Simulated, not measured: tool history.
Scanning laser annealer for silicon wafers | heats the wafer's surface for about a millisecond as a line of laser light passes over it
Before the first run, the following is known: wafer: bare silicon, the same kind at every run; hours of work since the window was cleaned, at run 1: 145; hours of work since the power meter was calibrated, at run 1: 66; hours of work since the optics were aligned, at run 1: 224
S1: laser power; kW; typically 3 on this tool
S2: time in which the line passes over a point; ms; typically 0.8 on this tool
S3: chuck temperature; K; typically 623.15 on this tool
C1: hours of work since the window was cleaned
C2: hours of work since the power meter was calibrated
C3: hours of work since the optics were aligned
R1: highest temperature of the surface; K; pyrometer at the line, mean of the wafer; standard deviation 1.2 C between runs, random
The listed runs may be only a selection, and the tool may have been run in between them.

run,hour,S1,S2,S3,C1,C2,C3,R1
1,0,3,0.8,623.15,145,66,224,1459.15
2,21.5,3,0.851,623.15,155,76,234,1484.15
3,50.6,3,0.8,623.15,168,88,247,1458.15
4,95,3,0.8,623.15,187,108,266,1457.15
5,137.6,3,0.8,623.15,206,127,285,1457.15
6,159.3,3,0.8,623.15,215,136,294,1458.15
7,194.1,3,0.8,623.15,231,152,310,1459.15
8,225,3,0.8,623.15,244,165,323,1460.15
9,257.1,3,0.8,623.15,258,179,338,1460.15

Run 10 is up next; what results do you expect?
10,290.1,3,0.991,623.15,273,194,352,?

Run 10 measured R1 1557.15 K.
The same run, on a tool lacking any hidden state, would have yielded R1 1558.15 K.
